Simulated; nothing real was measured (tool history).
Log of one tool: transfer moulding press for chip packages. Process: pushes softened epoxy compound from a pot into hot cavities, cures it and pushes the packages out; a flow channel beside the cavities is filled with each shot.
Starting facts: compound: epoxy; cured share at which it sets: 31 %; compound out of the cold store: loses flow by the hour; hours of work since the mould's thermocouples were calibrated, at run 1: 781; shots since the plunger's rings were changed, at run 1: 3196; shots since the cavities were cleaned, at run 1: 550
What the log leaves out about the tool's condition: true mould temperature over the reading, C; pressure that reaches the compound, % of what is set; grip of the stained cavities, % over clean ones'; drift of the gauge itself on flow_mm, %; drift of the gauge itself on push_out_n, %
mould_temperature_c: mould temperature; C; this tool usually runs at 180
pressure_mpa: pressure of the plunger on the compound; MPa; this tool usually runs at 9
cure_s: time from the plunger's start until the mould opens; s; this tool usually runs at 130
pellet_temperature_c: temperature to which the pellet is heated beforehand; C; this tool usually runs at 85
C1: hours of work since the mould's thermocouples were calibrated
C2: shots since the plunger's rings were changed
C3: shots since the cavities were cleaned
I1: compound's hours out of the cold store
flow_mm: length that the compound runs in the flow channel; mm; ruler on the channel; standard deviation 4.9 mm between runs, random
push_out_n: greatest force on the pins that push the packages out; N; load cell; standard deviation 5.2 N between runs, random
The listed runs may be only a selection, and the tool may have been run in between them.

run 1 hour=0 | mould_temperature_c=180 pressure_mpa=9 cure_s=130 pellet_temperature_c=85 | C1=781 C2=3196 C3=550 | I1=15.8 | flow_mm=519 push_out_n=264
-- hour=16.9 plunger's sealing rings changed
-- hour=18.4 cavities cleaned with cleaning compound and waxed
-- hour=63.8 mould's thermocouples calibrated
run 2 hour=73.2 | mould_temperature_c=180 pressure_mpa=9 cure_s=130 pellet_temperature_c=85 | C1=7 C2=589 C3=589 | I1=29 | flow_mm=505 push_out_n=263
-- hour=82 cavities cleaned with cleaning compound and waxed
run 3 hour=127.5 | mould_temperature_c=180 pressure_mpa=9 cure_s=130 pellet_temperature_c=85 | C1=49 C2=1179 C3=508 | I1=26.5 | flow_mm=504 push_out_n=258
-- hour=147.7 cavities cleaned with cleaning compound and waxed
run 4 hour=169.7 | mould_temperature_c=180 pressure_mpa=9 cure_s=130 pellet_temperature_c=85 | C1=82 C2=1634 C3=246 | I1=29.8 | flow_mm=488 push_out_n=227
-- hour=210 cavities cleaned with cleaning compound and waxed
run 5 hour=242.4 | mould_temperature_c=174 pressure_mpa=9 cure_s=130 pellet_temperature_c=85 | C1=138 C2=2429 C3=363 | I1=25.5 | flow_mm=510 push_out_n=305
-- hour=277.6 cavities cleaned with cleaning compound and waxed
run 6 hour=301.9 | mould_temperature_c=174 pressure_mpa=9 cure_s=130 pellet_temperature_c=85 | C1=185 C2=3077 C3=272 | I1=38.1 | flow_mm=468 push_out_n=260
-- hour=332.6 plunger's sealing rings changed
-- hour=345.2 cavities cleaned with cleaning compound and waxed
run 7 hour=362.3 | mould_temperature_c=174 pressure_mpa=9 cure_s=130 pellet_temperature_c=85 | C1=229 C2=316 C3=191 | I1=22.6 | flow_mm=544 push_out_n=279
-- hour=406.7 cavities cleaned with cleaning compound and waxed
run 8 hour=420.9 | mould_temperature_c=180 pressure_mpa=9 cure_s=130 pellet_temperature_c=85 | C1=275 C2=954 C3=159 | I1=19.7 | flow_mm=535 push_out_n=211
-- hour=472.2 cavities cleaned with cleaning compound and waxed
run 9 hour=472.3 | mould_temperature_c=173 pressure_mpa=9 cure_s=130 pellet_temperature_c=85 | C1=314 C2=1510 C3=1 | I1=9.1 | flow_mm=573 push_out_n=245
-- hour=533.7 cavities cleaned with cleaning compound and waxed
run 10 hour=555.2 | mould_temperature_c=180 pressure_mpa=7.31 cure_s=130 pellet_temperature_c=85 | C1=379 C2=2419 C3=239 | I1=22.6 | flow_mm=455 push_out_n=225
-- hour=598.5 cavities cleaned with cleaning compound and waxed
run 11 hour=610.5 | mould_temperature_c=180 pressure_mpa=7.31 cure_s=130 pellet_temperature_c=85 | C1=422 C2=3020 C3=134 | I1=33.7 | flow_mm=425 push_out_n=207
-- hour=646.1 plunger's sealing rings changed
-- hour=663 cavities cleaned with cleaning compound and waxed
run 12 hour=663 | mould_temperature_c=180 pressure_mpa=7.31 cure_s=130 pellet_temperature_c=85 | C1=460 C2=172 C3=0 | I1=34.1 | flow_mm=443 push_out_n=170
-- hour=723.9 cavities cleaned with cleaning compound and waxed
run 13 hour=749 | mould_temperature_c=180 pressure_mpa=9 cure_s=130 pellet_temperature_c=85 | C1=528 C2=1115 C3=280 | I1=12.6 | flow_mm=555 push_out_n=239
-- hour=788.1 cavities cleaned with cleaning compound and waxed
run 14 hour=839.6 | mould_temperature_c=180 pressure_mpa=9 cure_s=118 pellet_temperature_c=85 | C1=598 C2=2111 C3=576 | I1=32.8 | flow_mm=486 push_out_n=283
-- hour=849.3 cavities cleaned with cleaning compound and waxed
-- hour=912.1 cavities cleaned with cleaning compound and waxed
run 15 hour=925.9 | mould_temperature_c=180 pressure_mpa=9 cure_s=118 pellet_temperature_c=85 | C1=665 C2=3041 C3=155 | I1=28.3 | flow_mm=482 push_out_n=225
-- hour=956.8 plunger's sealing rings changed
-- hour=976 cavities cleaned with cleaning compound and waxed
run 16 hour=1017.9 | mould_temperature_c=176 pressure_mpa=9 cure_s=155 pellet_temperature_c=85 | C1=735 C2=666 C3=468 | I1=13.2 | flow_mm=560 push_out_n=250
-- hour=1039.1 cavities cleaned with cleaning compound and waxed
-- hour=1105.1 cavities cleaned with cleaning compound and waxed
run 17 hour=1107.2 | mould_temperature_c=176 pressure_mpa=7.48 cure_s=155 pellet_temperature_c=90 | C1=803 C2=1629 C3=22 | I1=41 | flow_mm=424 push_out_n=166
-- hour=1145 mould's thermocouples calibrated
-- hour=1172.4 cavities cleaned with cleaning compound and waxed
run 18 hour=1179.7 | mould_temperature_c=187 pressure_mpa=7.86 cure_s=155 pellet_temperature_c=90 | C1=26 C2=2400 C3=81 | I1=26.1 | flow_mm=466 push_out_n=169
-- hour=1236.9 cavities cleaned with cleaning compound and waxed
run 19 hour=1265.3 | mould_temperature_c=179 pressure_mpa=7.93 cure_s=127 pellet_temperature_c=87 | C1=93 C2=3340 C3=318 | I1=46 | flow_mm=409 push_out_n=225
-- hour=1271.7 plunger's sealing rings changed
-- hour=1303.5 cavities cleaned with cleaning compound and waxed
run 20 hour=1337.5 | mould_temperature_c=179 pressure_mpa=7.93 cure_s=127 pellet_temperature_c=87 | C1=147 C2=719 C3=380 | I1=20.9 | flow_mm=499 push_out_n=253
-- hour=1364.6 cavities cleaned with cleaning compound and waxed
run 21 hour=1417.3 | mould_temperature_c=183 pressure_mpa=9 cure_s=169 pellet_temperature_c=85 | C1=210 C2=1593 C3=588 | I1=34.6 | flow_mm=482 push_out_n=250
-- hour=1429.3 cavities cleaned with cleaning compound and waxed
-- hour=1492.2 cavities cleaned with cleaning compound and waxed
run 22 hour=1509.7 | mould_temperature_c=183 pressure_mpa=9 cure_s=169 pellet_temperature_c=85 | C1=281 C2=2591 C3=195 | I1=39.7 | flow_mm=453 push_out_n=183
-- hour=1559.3 cavities cleaned with cleaning compound and waxed
-- hour=1585.2 plunger's sealing rings changed
run 23 hour=1587.9 | mould_temperature_c=183 pressure_mpa=9 cure_s=169 pellet_temperature_c=85 | C1=340 C2=29 C3=291 | I1=8.7 | flow_mm=566 push_out_n=208
-- hour=1624.3 cavities cleaned with cleaning compound and waxed
run 24 hour=1660.2 | mould_temperature_c=183 pressure_mpa=9 cure_s=169 pellet_temperature_c=85 | C1=396 C2=821 C3=401 | I1=34.9 | flow_mm=488 push_out_n=223
-- hour=1692.8 cavities cleaned with cleaning compound and waxed
run 25 hour=1701.5 | mould_temperature_c=185 pressure_mpa=7.88 cure_s=112 pellet_temperature_c=84 | C1=428 C2=1265 C3=97 | I1=28.8 | flow_mm=466 push_out_n=197
-- hour=1758 cavities cleaned with cleaning compound and waxed
run 26 hour=1758 | mould_temperature_c=176 pressure_mpa=7.88 cure_s=152 pellet_temperature_c=84 | C1=471 C2=1879 C3=0 | I1=38.7 | flow_mm=444 push_out_n=161

Predict each of these 4 candidate next runs independently; none follows another, all start after run 26:
run A hour=1805.6 | mould_temperature_c=176 pressure_mpa=7.88 cure_s=152 pellet_temperature_c=88 | C1=509 C2=2410 C3=531 | I1=24.4 | flow_mm=? push_out_n=?
run B hour=1805.6 | mould_temperature_c=175 pressure_mpa=7.88 cure_s=146 pellet_temperature_c=90 | C1=509 C2=2410 C3=531 | I1=18.4 | flow_mm=? push_out_n=?
run C hour=1805.6 | mould_temperature_c=179 pressure_mpa=7.88 cure_s=152 pellet_temperature_c=77 | C1=509 C2=2410 C3=531 | I1=26.9 | flow_mm=? push_out_n=?
run D hour=1805.6 | mould_temperature_c=176 pressure_mpa=7.88 cure_s=118 pellet_temperature_c=82 | C1=509 C2=2410 C3=531 | I1=45.5 | flow_mm=? push_out_n=?

run=A flow_mm=483 push_out_n=264
run=B flow_mm=496 push_out_n=265
run=C flow_mm=466 push_out_n=238
run=D flow_mm=422 push_out_n=333
What these runs would have given with no unlogged condition in the tool:
run=A flow_mm=501 push_out_n=172
run=B flow_mm=515 push_out_n=168
run=C flow_mm=485 push_out_n=152
run=D flow_mm=438 push_out_n=212
